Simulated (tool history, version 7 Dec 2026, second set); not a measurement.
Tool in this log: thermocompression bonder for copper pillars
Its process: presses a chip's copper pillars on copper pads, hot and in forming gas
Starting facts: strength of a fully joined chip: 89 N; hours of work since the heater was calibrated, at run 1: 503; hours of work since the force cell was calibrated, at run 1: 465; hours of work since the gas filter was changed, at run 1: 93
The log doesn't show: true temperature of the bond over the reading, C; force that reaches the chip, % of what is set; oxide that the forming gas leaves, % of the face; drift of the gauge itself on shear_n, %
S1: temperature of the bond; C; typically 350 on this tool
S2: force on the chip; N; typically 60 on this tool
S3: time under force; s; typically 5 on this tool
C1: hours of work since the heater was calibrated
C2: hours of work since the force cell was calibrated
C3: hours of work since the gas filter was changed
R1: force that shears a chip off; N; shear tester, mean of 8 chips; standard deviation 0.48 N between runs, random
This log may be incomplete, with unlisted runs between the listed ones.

Run 1, hour 0.0: usual settings; C1 503; C2 465; C3 93. Result: R1 48.1 N.
Run 2, hour 17.4: usual settings but S3 4 s; C1 515; C2 477; C3 106. Result: R1 44.6 N.
Run 3, hour 34.5: usual settings; C1 527; C2 490; C3 118. Result: R1 46.6 N.
Run 4, hour 50.7: usual settings but S2 42 N; C1 539; C2 501; C3 130. Result: R1 35.9 N.
Run 5, hour 71.1: usual settings but S2 42 N; C1 554; C2 516; C3 144. Result: R1 34.5 N.
Run 6, hour 87.3: usual settings but S2 42 N; C1 566; C2 528; C3 156. Result: R1 35.0 N.
Run 7, hour 107.1: usual settings but S2 42 N; C1 580; C2 542; C3 170. Result: R1 34.8 N.
At hour 118.0: forming gas filter changed.
Run 8, hour 125.9: usual settings; C1 593; C2 555; C3 6. Result: R1 51.1 N.
Run 9, hour 143.2: usual settings; C1 606; C2 568; C3 18. Result: R1 50.8 N.
Run 10, hour 155.2: usual settings but S1 376 C; C1 614; C2 577; C3 27. Result: R1 58.7 N.
Run 11, hour 166.7: usual settings but S1 376 C; C1 623; C2 585; C3 35. Result: R1 58.7 N.
Run 12, hour 180.6: usual settings but S1 376 C; C1 633; C2 595; C3 45. Result: R1 57.5 N.
Run 13, hour 193.7: usual settings but S1 340 C; C1 642; C2 604; C3 55. Result: R1 46.1 N.
Run 14, hour 211.6: usual settings but S2 48 N; C1 655; C2 617; C3 68. Result: R1 41.4 N.
Run 15, hour 228.3: usual settings but S2 48 N; C1 667; C2 629; C3 80. Result: R1 41.1 N.
Run 16, hour 244.1: usual settings; C1 679; C2 641; C3 91. Result: R1 49.0 N.
Run 17, hour 261.1: usual settings; C1 691; C2 653; C3 103. Result: R1 47.6 N.
Run 18, hour 278.5: usual settings; C1 703; C2 666; C3 116. Result: R1 47.7 N.
Run 19, hour 295.5: usual settings; C1 716; C2 678; C3 128. Result: R1 45.5 N.
Run 20, hour 305.2: usual settings; C1 723; C2 685; C3 135. Result: R1 46.7 N.
Run 21, hour 318.6: usual settings; C1 732; C2 695; C3 145. Result: R1 46.4 N.
Run 22, hour 332.2: usual settings; C1 742; C2 705; C3 155. Result: R1 46.4 N.
Run 23, hour 352.7: usual settings but S1 322 C, S3 11 s; C1 757; C2 719; C3 170. Result: R1 47.3 N.
At hour 363.9: forming gas filter changed.
Run 24, hour 372.2: usual settings but S1 322 C, S3 11 s; C1 771; C2 733; C3 6. Result: R1 54.4 N.
Run 25, hour 388.8: usual settings but S1 322 C, S3 11 s; C1 783; C2 745; C3 18. Result: R1 52.7 N.
Run 26, hour 407.6: usual settings but S1 376 C, S2 61 N, S3 11 s; C1 796; C2 759; C3 32. Result: R1 71.1 N.
Run 27, hour 422.7: usual settings but S1 324 C, S2 58 N, S3 14 s; C1 807; C2 770; C3 42. Result: R1 55.4 N.
At hour 425.4: force cell calibrated.
Run 28, hour 443.6: usual settings but S1 379 C, S2 42 N, S3 3 s; C1 821; C2 13; C3 57. Result: R1 39.0 N.
Run 29, hour 462.7: usual settings but S1 379 C, S2 42 N, S3 3 s; C1 835; C2 27; C3 70. Result: R1 37.7 N.
Run 30, hour 482.0: usual settings but S3 4 s; C1 849; C2 41; C3 84. Result: R1 45.2 N.
Run 31, hour 498.4: usual settings but S3 7 s; C1 861; C2 53; C3 96. Result: R1 52.9 N.
Run 32, hour 515.4: usual settings but S3 7 s; C1 873; C2 65; C3 108. Result: R1 52.2 N.

The next listed run, before its measurement:
At hour 526.8: force cell calibrated, once more.
Run 33, hour 528.4: usual settings but S2 65 N, S3 13 s; C1 882; C2 1; C3 117. Result: R1 ?.

R1: 65.9 N
Take away the tool's hidden state, keep the run-to-run variation as it was, and the same run would have given R1 68.7 N.
